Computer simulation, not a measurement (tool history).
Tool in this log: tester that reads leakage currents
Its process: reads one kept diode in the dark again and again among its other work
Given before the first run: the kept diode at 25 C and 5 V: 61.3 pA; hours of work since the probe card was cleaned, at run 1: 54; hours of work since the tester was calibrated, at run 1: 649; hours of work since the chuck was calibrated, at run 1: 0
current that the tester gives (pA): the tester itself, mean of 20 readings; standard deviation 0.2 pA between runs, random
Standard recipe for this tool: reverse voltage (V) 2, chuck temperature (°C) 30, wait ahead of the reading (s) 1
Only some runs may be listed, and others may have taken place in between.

run   hour  reverse voltage (V)  chuck temperature (°C)  wait ahead of the reading (s)  hours of work since the probe card was cleaned  hours of work since the tester was calibrated  hours of work since the chuck was calibrated  current that the tester gives (pA)
  1      0                    2                      30                              1                                              54                                            649                                             0                               64.44
  2   66.3                    2                      30                              1                                             100                                            695                                            46                               64.65
  3  147.3                    2                      30                              1                                             156                                            751                                           102                               65.18
  4  186.2                    2                      30                              1                                             183                                            778                                           129                               65.45
  5  264.6                    2                      30                              1                                             237                                            832                                           183                                  66
  6  308.7                    2                      32                              1                                             267                                            862                                           213                               78.02
  7  359.1                    2                      32                              1                                             302                                            897                                           248                               78.27
  8  403.9                 2.35                      20                           2.51                                             333                                            928                                           279                               30.61
  9  483.1                 2.35                      20                           3.46                                             388                                            983                                           334                               30.85
 10    543                 2.35                      20                           3.46                                             429                                           1024                                           375                               30.97
 11    612                 2.35                      20                           3.46                                             477                                           1072                                           423                               31.07
 12  662.3                 4.66                      21                           1.44                                             512                                           1107                                           458                               47.25
 13  736.6                 4.66                      44                           1.44                                             563                                           1158                                           509                              301.19
 14  801.2                 4.66                      26                           1.84                                             608                                           1203                                           554                               72.65

Here are 3 independent what-if runs from the current tool condition. What would each one return?
  A  884.6                 3.47                      26                           0.84                                             665                                           1260                                           611                                   ?
  B  884.6                  2.3                      30                              1                                             665                                           1260                                           611                                   ?
  C  884.6                 1.42                      41                            0.9                                             665                                           1260                                           611                                   ?

run  current that the tester gives (pA)
  A                               64.98
  B                               74.19
  C                              143.86
The same runs, with their run-to-run variation unchanged, on a tool lacking any hidden condition would have given:
run  current that the tester gives (pA)
  A                               58.61
  B                               67.82
  C                              133.58
